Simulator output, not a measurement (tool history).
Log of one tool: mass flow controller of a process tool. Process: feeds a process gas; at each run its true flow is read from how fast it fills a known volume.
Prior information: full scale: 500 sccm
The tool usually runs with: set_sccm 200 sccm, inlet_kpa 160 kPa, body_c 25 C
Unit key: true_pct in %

run    hour  set_sccm  inlet_kpa  body_c  true_pct
  1       0       200        160      25     98.16
  2    72.3       200        160      25     98.12
  3     124       200        207      25      98.3
  4   198.5       200        160      25     98.05
  5   299.5       200        160      25     98.06
  6     380        91        160      25     97.53
  7   463.8        91        160      25     97.52
  8   520.6        91        160      25     97.52
  9   610.5        91        160      25     97.55
 10   720.9        91        160      25     97.41
 11   795.2        91        160      25     97.42
 12   895.5       152        160      25     97.89
 13   969.3       200        160      25     98.02
 14  1016.4       200        160      25     97.98
 15  1063.1       200        160      25     98.17
 16  1149.2       200        160      25      98.1
 17  1255.5       200        160      25     98.11
 18  1344.5       200        160      21     98.48
 19  1399.6       200        160      25     98.04
 20  1492.9       200        160      25        98
 21  1546.9       200        160      22     98.44
 22  1650.6       200        160      22      98.3
 23  1737.2       152        160      22     98.12
 24  1799.6       152        160      22     98.14
 25  1862.9       152        160      22     98.12
 26  1972.7       150        142      22     97.96
 27  2062.2       176        239      22     98.82
 28  2161.1       176        239      22     98.96
 29  2256.3       376        272      21    100.21
 30  2335.7        56        272      21     98.47
 31  2383.8       302        186      23     98.98
 32  2456.9       302        186      23     99.06
 33  2552.6        56        186      21     97.86
 34    2630       200        249      38     97.35
 35  2722.4       109        229      25     98.09
 36    2790       109        229      25     98.03
 37  2892.3       200        160      22     98.29
 38  2961.2       200        160      22     98.29
 39  3026.9       102        160      35     96.62
 40  3120.8       239        160      20     98.89
 41  3202.6       239        160      20     98.84
 42    3304       239        160      20     98.85
 43  3363.9       200        159      21     98.46
 44  3449.2       200        159      21     98.43
 45  3528.1        54        234      25     97.84
 46  3599.2        54        234      25     97.77
 47  3657.4        54        234      25     97.84

Forecast each of these 3 alternatives for the next run:
  A  3731.5        53        143      21         ?
  B  3731.5        73        218      28         ?
  C  3731.5       200        237      35         ?

run  true_pct
  A     97.48
  B     97.46
  C     97.49
Had the tool no hidden state, the same runs would have come out as:
run  true_pct
  A      97.5
  B     97.48
  C      97.5

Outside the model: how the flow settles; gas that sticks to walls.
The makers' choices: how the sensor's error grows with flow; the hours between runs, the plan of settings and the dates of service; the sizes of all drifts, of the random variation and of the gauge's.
